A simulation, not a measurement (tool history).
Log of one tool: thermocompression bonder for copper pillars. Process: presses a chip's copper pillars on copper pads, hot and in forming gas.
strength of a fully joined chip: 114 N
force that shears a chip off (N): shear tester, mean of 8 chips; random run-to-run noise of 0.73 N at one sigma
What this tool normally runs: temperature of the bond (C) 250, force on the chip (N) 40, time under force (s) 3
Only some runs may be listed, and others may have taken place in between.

run  hour  temperature of the bond (C)  force on the chip (N)  time under force (s)  force that shears a chip off (N)
  1     0                          250                     40                     3                              83.3
  2     8                          280                     40                     3                                98
  3  18.9                          250                     40                     6                              93.9
  4  25.1                          250                     40                     6                              93.3
  5  30.3                          250                     40                     6                              93.8
  6  36.1                          250                     40                     6                              92.4
  7  45.9                          250                     40                     3                              80.5
  8  51.6                          250                     41                     3                              80.7
  9  60.4                          250                     41                     3                              80.4
 10    68                          250                     41                     3                              78.5
     77.2  -- heater calibrated with a thermocouple chip
 11  77.5                          250                     40                     7                              88.4
 12  84.6                          250                     40                     7                              87.1

What does the tool deliver on the next run?
 13  91.9                          250                     40                     7                                 ?

Logged for run 13: force that shears a chip off (N) 86.
Take away the tool's hidden state, keep the run-to-run variation as it was, and the same run would have given force that shears a chip off (N) 95.6.
